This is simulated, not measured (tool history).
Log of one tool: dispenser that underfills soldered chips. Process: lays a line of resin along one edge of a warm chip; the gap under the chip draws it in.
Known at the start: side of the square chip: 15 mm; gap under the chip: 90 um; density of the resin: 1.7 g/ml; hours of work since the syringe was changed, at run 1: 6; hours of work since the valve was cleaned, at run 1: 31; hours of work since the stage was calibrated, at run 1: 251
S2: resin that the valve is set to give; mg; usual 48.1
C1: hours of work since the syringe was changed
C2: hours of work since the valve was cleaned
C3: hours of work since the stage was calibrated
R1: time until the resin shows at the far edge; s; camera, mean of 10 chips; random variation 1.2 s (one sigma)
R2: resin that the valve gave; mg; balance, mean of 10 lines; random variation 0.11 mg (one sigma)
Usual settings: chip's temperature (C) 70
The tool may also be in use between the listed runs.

run 1 hour=0.0 | chip's_temperature_(C)=70 S2=48.1 | C1=6 C2=31 C3=251 | R1=151.4 R2=47.28
-- hour=1.8 new syringe of resin
run 2 hour=7.1 | chip's_temperature_(C)=74 S2=48.1 | C1=3 C2=35 C3=255 | R1=111.4 R2=47.02
-- hour=14.4 new syringe of resin
-- hour=19.8 dispensing valve cleaned and set on the balance
run 3 hour=20.7 | chip's_temperature_(C)=74 S2=48.1 | C1=3 C2=1 C3=263 | R1=114.3 R2=47.94
-- hour=28.2 new syringe of resin
run 4 hour=32.9 | chip's_temperature_(C)=70 S2=52.1 | C1=3 C2=8 C3=270 | R1=133.7 R2=51.77
-- hour=40.7 new syringe of resin
run 5 hour=47.6 | chip's_temperature_(C)=70 S2=48.1 | C1=4 C2=17 C3=280 | R1=141.4 R2=47.67
-- hour=52.5 new syringe of resin
run 6 hour=55.0 | chip's_temperature_(C)=70 S2=48.1 | C1=2 C2=22 C3=284 | R1=131.5 R2=47.49
-- hour=64.4 new syringe of resin
run 7 hour=64.4 | chip's_temperature_(C)=70 S2=48.1 | C1=0 C2=27 C3=290 | R1=123.9 R2=47.25
-- hour=76.1 new syringe of resin
run 8 hour=81.1 | chip's_temperature_(C)=70 S2=48.1 | C1=3 C2=38 C3=300 | R1=137.2 R2=47.12
-- hour=88.8 new syringe of resin
-- hour=89.8 dispensing valve cleaned and set on the balance
run 9 hour=96.3 | chip's_temperature_(C)=56 S2=48.1 | C1=4 C2=4 C3=309 | R1=299.0 R2=48.09
-- hour=101.4 new syringe of resin
run 10 hour=109.2 | chip's_temperature_(C)=84 S2=48.1 | C1=5 C2=12 C3=317 | R1=73.8 R2=47.72
-- hour=113.2 new syringe of resin
run 11 hour=123.0 | chip's_temperature_(C)=84 S2=48.1 | C1=6 C2=21 C3=325 | R1=77.7 R2=47.66
-- hour=124.8 new syringe of resin
run 12 hour=132.6 | chip's_temperature_(C)=84 S2=48.1 | C1=5 C2=26 C3=331 | R1=75.4 R2=47.50
-- hour=136.6 new syringe of resin
run 13 hour=143.9 | chip's_temperature_(C)=70 S2=48.1 | C1=5 C2=33 C3=338 | R1=148.0 R2=47.35
-- hour=148.3 new syringe of resin
run 14 hour=151.5 | chip's_temperature_(C)=70 S2=48.1 | C1=2 C2=38 C3=343 | R1=136.5 R2=47.17
-- hour=158.9 dispensing valve cleaned and set on the balance
-- hour=160.8 new syringe of resin
run 15 hour=167.5 | chip's_temperature_(C)=70 S2=49.2 | C1=4 C2=5 C3=352 | R1=145.4 R2=48.98
-- hour=172.8 new syringe of resin
run 16 hour=176.8 | chip's_temperature_(C)=70 S2=49.2 | C1=3 C2=11 C3=357 | R1=135.6 R2=48.84
-- hour=184.9 new syringe of resin
run 17 hour=186.8 | chip's_temperature_(C)=81 S2=48.1 | C1=1 C2=17 C3=364 | R1=76.0 R2=47.79
-- hour=197.1 new syringe of resin
run 18 hour=198.5 | chip's_temperature_(C)=75 S2=60.6 | C1=1 C2=24 C3=371 | R1=99.0 R2=59.72
-- hour=208.9 new syringe of resin
run 19 hour=212.7 | chip's_temperature_(C)=80 S2=44.7 | C1=2 C2=33 C3=379 | R1=85.9 R2=43.80
-- hour=220.4 new syringe of resin
run 20 hour=224.8 | chip's_temperature_(C)=79 S2=45.0 | C1=3 C2=40 C3=387 | R1=92.6 R2=44.02
-- hour=228.6 dispensing valve cleaned and set on the balance
-- hour=232.9 new syringe of resin
run 21 hour=240.1 | chip's_temperature_(C)=56 S2=50.5 | C1=5 C2=7 C3=396 | R1=304.3 R2=49.99
-- hour=245.0 new syringe of resin
run 22 hour=248.7 | chip's_temperature_(C)=55 S2=48.2 | C1=2 C2=12 C3=401 | R1=303.4 R2=47.60
run 23 hour=255.6 | chip's_temperature_(C)=55 S2=48.2 | C1=7 C2=17 C3=405 | R1=347.0 R2=47.70
-- hour=256.9 new syringe of resin
-- hour=268.4 new syringe of resin
run 24 hour=268.8 | chip's_temperature_(C)=80 S2=42.3 | C1=0 C2=25 C3=413 | R1=81.6 R2=41.41
-- hour=280.0 new syringe of resin
run 25 hour=281.0 | chip's_temperature_(C)=80 S2=42.3 | C1=1 C2=32 C3=421 | R1=85.8 R2=41.09
-- hour=291.8 new syringe of resin
run 26 hour=291.8 | chip's_temperature_(C)=80 S2=42.3 | C1=0 C2=39 C3=427 | R1=82.5 R2=41.14
-- hour=297.6 dispensing valve cleaned and set on the balance
run 27 hour=299.6 | chip's_temperature_(C)=80 S2=42.3 | C1=4 C2=1 C3=432 | R1=94.4 R2=42.41
-- hour=304.3 new syringe of resin
-- hour=316.4 new syringe of resin
run 28 hour=316.4 | chip's_temperature_(C)=80 S2=42.3 | C1=0 C2=11 C3=442 | R1=80.6 R2=41.85
-- hour=327.9 new syringe of resin
run 29 hour=332.6 | chip's_temperature_(C)=80 S2=42.3 | C1=3 C2=21 C3=452 | R1=90.0 R2=41.70
-- hour=340.4 new syringe of resin
run 30 hour=341.3 | chip's_temperature_(C)=80 S2=42.3 | C1=1 C2=27 C3=457 | R1=81.9 R2=41.79
run 31 hour=351.3 | chip's_temperature_(C)=80 S2=42.3 | C1=7 C2=33 C3=463 | R1=101.3 R2=41.44
-- hour=353.1 new syringe of resin
-- hour=364.9 new syringe of resin
-- hour=367.1 dispensing valve cleaned and set on the balance
run 32 hour=368.8 | chip's_temperature_(C)=80 S2=42.3 | C1=2 C2=1 C3=473 | R1=86.8 R2=42.41
-- hour=377.8 new syringe of resin
run 33 hour=382.8 | chip's_temperature_(C)=76 S2=57.3 | C1=3 C2=10 C3=482 | R1=102.8 R2=56.93

Forecast each of these 4 alternatives for the next run:
-- hour=389.5 new syringe of resin
run A hour=391.6 | chip's_temperature_(C)=73 S2=55.2 | C1=1 C2=15 C3=487 | R1=? R2=?
-- hour=389.5 new syringe of resin
run B hour=391.6 | chip's_temperature_(C)=71 S2=41.5 | C1=1 C2=15 C3=487 | R1=? R2=?
-- hour=389.5 new syringe of resin
run C hour=391.6 | chip's_temperature_(C)=64 S2=49.0 | C1=1 C2=15 C3=487 | R1=? R2=?
-- hour=389.5 new syringe of resin
run D hour=391.6 | chip's_temperature_(C)=56 S2=47.1 | C1=1 C2=15 C3=487 | R1=? R2=?

run=A R1=113.0 R2=54.94
run=B R1=135.0 R2=41.05
run=C R1=184.0 R2=48.68
run=D R1=286.7 R2=46.60
Without the tool's hidden state the same runs would have given:
run=A R1=97.4 R2=55.36
run=B R1=116.0 R2=41.36
run=C R1=157.5 R2=49.05
run=D R1=244.2 R2=46.96
